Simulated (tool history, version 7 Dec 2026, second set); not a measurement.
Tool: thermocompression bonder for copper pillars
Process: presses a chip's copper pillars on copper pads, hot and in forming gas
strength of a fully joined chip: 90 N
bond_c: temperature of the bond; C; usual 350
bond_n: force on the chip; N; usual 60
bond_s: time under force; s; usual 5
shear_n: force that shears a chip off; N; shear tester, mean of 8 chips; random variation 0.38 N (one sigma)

run   hour  bond_c  bond_n  bond_s  shear_n
  1    0.0     350      60       5     47.4
  2    8.5     350      44       5     38.1
      15.6  -- forming gas filter changed
  3   26.7     350      41       5     39.3
  4   34.3     350      71       5     55.5
  5   44.7     337      71       5     51.8
  6   62.4     337      71       5     50.0
  7   78.2     337      71       5     51.0
  8   87.9     337      71       5     50.7
  9  103.2     337      71       6     53.0
 10  111.7     323      60       5     40.7
 11  123.9     370      60       5     55.9
 12  136.3     370      60       5     56.5
 13  147.9     370      60       5     56.6
 14  158.6     370      60       5     56.2
 15  171.4     350      60       7     54.2
 16  183.3     350      53       5     44.8
 17  195.5     350      60       5     48.8
 18  206.6     350      60       5     49.3
 19  219.5     350      60       5     48.6
 20  235.2     350      60       5     49.8
 21  244.3     360      55       6     52.2
 22  252.0     360      55       7     55.0
 23  267.7     343      42       3     29.5
 24  277.3     338      83      11     66.5
 25  294.1     338      62       3     37.9
 26  304.0     357      67      10     64.4
 27  321.0     357      67      10     65.0
     335.7  -- force cell calibrated
 28  339.8     369      67       7     61.3
 29  351.8     339      41      12     44.5
 30  367.3     359      81       5     58.3
 31  383.5     345      81       4     50.3
 32  391.1     361      74      13     69.8
 33  401.4     361      74       6     57.8
 34  418.6     354      74       5     53.4
 35  426.3     329      42       9     37.5
     432.3  -- forming gas filter changed
 36  438.1     329      42       9     39.7
 37  453.2     347      61       6     50.4
 38  468.8     346      67       9     59.8
 39  478.9     377      60       7     62.1
 40  486.8     377      60       7     62.4

4 ways to go on from here, each from the tool as it stands after run 40. What would each give?
  A  498.9     377      42       7        ?
  B  498.9     365      68      10        ?
  C  498.9     333      37       6        ?
  D  498.9     350      67       5        ?

run  shear_n
  A     50.9
  B     67.6
  C     31.8
  D     51.3
Without the tool's hidden state the same runs would have given:
run  shear_n
  A     52.0
  B     68.8
  C     32.6
  D     52.4
